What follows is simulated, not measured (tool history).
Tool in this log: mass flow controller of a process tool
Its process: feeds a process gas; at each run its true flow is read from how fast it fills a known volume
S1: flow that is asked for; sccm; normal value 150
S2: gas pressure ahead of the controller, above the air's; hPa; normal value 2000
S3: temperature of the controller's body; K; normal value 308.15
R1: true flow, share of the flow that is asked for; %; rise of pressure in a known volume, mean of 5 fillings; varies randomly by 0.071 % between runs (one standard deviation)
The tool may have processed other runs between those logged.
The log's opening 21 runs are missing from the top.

| run | day | S1 | S2 | S3 | R1 |
|---|---|---|---|---|---|
| 22 | 198.533 | 150 | 1790 | 302.15 | 100.55 |
| 23 | 210.904 | 150 | 1790 | 302.15 | 100.53 |
| 24 | 223.729 | 163 | 2780 | 305.15 | 100.96 |
| 25 | 236.529 | 126 | 1870 | 308.15 | 101.26 |
| 26 | 250.004 | 150 | 1820 | 296.15 | 100.36 |
| 27 | 263.996 | 85 | 2000 | 308.15 | 101.73 |
| 28 | 273.517 | 379 | 2000 | 308.15 | 101.73 |
| 29 | 282.021 | 66 | 2000 | 295.15 | 101.13 |
| 30 | 290.646 | 66 | 2000 | 295.15 | 101.26 |
| 31 | 300.179 | 150 | 2000 | 295.15 | 100.45 |
| 32 | 313.608 | 52 | 2000 | 308.15 | 103.02 |
| 33 | 321.333 | 150 | 1900 | 308.15 | 101.63 |
| 34 | 335.988 | 164 | 1880 | 307.15 | 101.54 |
| 35 | 346.625 | 164 | 1660 | 313.15 | 102.13 |

What if the next run were any one of these 3? Each begins from the tool's condition after run 35:
| A | 357.271 | 379 | 1660 | 294.15 | ? |
| B | 357.271 | 200 | 2110 | 302.15 | ? |
| C | 357.271 | 150 | 2130 | 301.15 | ? |

| run | R1 |
|---|---|
| A | 100.82 |
| B | 101.4 |
| C | 101.42 |
What these runs would have given with no unlogged condition in the tool:
| run | R1 |
|---|---|
| A | 99.09 |
| B | 99.27 |
| C | 99.01 |
